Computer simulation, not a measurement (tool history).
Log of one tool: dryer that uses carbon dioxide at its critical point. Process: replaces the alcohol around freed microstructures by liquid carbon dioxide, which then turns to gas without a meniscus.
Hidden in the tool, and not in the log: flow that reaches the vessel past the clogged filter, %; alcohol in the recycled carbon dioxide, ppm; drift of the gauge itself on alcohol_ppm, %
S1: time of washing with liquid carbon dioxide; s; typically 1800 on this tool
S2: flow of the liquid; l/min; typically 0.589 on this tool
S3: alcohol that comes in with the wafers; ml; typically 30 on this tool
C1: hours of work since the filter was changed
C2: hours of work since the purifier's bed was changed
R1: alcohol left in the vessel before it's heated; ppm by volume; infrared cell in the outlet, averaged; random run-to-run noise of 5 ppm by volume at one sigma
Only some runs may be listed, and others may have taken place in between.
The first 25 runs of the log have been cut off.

run,hour,S1,S2,S3,C1,C2,R1
26,905.5,1800,0.462,22,156,271,57
27,944.8,2400,0.972,88,182,297,49
28,978.1,1860,0.481,31,204,320,68
29,1007.4,1680,0.423,52,223,339,197
30,1054.4,1620,0.468,23,254,370,97
31,1104.2,2880,0.573,30,287,403,64
32,1133.9,2880,0.573,30,307,423,58
33,1163.9,1320,0.589,32,327,443,137
34,1186.0,1320,0.589,32,342,458,133
35,1231.5,1320,0.589,32,372,488,133

4 options for the next run, each taken on its own from the tool as it stands now. Forecast them:
A,1257.4,2160,0.589,30,389,505,?
B,1257.4,1800,0.589,38,389,505,?
C,1257.4,1320,0.784,32,389,505,?
D,1257.4,1320,0.589,21,389,505,?

run,R1
A,71
B,81
C,70
D,111
What these runs would have given with no unlogged condition in the tool:
run,R1
A,6
B,9
C,0
D,24
